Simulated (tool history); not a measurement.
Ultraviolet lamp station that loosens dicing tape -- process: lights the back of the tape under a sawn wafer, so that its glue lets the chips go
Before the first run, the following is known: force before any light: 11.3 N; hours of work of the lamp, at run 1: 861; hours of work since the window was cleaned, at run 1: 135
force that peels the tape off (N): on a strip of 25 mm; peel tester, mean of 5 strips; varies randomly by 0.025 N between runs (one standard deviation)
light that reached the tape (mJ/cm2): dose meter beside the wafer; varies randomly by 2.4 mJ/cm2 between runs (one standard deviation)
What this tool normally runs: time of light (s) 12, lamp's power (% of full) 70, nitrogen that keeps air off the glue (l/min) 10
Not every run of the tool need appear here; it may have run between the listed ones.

| run | day | time of light (s) | lamp's power (% of full) | nitrogen that keeps air off the glue (l/min) | hours of work of the lamp | hours of work since the window was cleaned | force that peels the tape off (N) | light that reached the tape (mJ/cm2) |
|---|---|---|---|---|---|---|---|---|
| 1 | 0 | 12 | 70 | 10 | 861 | 135 | 2.192 | 183 |
| 2 | 1.096 | 12 | 70 | 10 | 877 | 150 | 2.191 | 179 |
| 3 | 2.846 | 12 | 70 | 10 | 901 | 174 | 2.273 | 171 |
| 4 | 4.104 | 13 | 70 | 10 | 918 | 191 | 2.048 | 187 |
|  | 5.075 | window cleaned of glue's vapour |
| 5 | 5.896 | 13 | 70 | 10 | 943 | 11 | 2.318 | 178 |
| 6 | 7.788 | 13 | 70 | 10 | 969 | 38 | 2.36 | 172 |
| 7 | 9.062 | 12 | 70 | 14 | 987 | 55 | 2.178 | 161 |
| 8 | 10.612 | 14 | 64 | 8 | 1008 | 77 | 2.841 | 162 |
| 9 | 11.833 | 14 | 64 | 8 | 1025 | 94 | 3.033 | 167 |
| 10 | 13.675 | 12 | 72 | 14 | 1051 | 119 | 2.346 | 151 |
| 11 | 14.871 | 7 | 70 | 10 | 1067 | 136 | 5.001 | 86 |
|  | 15.575 | window cleaned of glue's vapour, once more |
| 12 | 16.817 | 7 | 70 | 10 | 1094 | 17 | 4.425 | 102 |
| 13 | 17.654 | 24 | 64 | 10 | 1105 | 29 | 0.76 | 321 |
| 14 | 18.85 | 7 | 79 | 20 | 1122 | 45 | 2.968 | 109 |

Predict each of these 4 candidate next runs independently; none follows another, all start after run 14:
| A | 19.8 | 23 | 70 | 10 | 1135 | 58 | ? | ? |
| B | 19.8 | 22 | 86 | 6 | 1135 | 58 | ? | ? |
| C | 19.8 | 7 | 64 | 14 | 1135 | 58 | ? | ? |
| D | 19.8 | 12 | 90 | 11 | 1135 | 58 | ? | ? |

| run | force that peels the tape off (N) | light that reached the tape (mJ/cm2) |
|---|---|---|
| A | 0.718 | 325 |
| B | 0.78 | 387 |
| C | 4.271 | 93 |
| D | 1.417 | 219 |
The same runs, with their run-to-run variation unchanged, on a tool lacking any hidden condition would have given:
| run | force that peels the tape off (N) | light that reached the tape (mJ/cm2) |
|---|---|---|
| A | 0.329 | 485 |
| B | 0.349 | 574 |
| C | 2.725 | 137 |
| D | 0.633 | 326 |

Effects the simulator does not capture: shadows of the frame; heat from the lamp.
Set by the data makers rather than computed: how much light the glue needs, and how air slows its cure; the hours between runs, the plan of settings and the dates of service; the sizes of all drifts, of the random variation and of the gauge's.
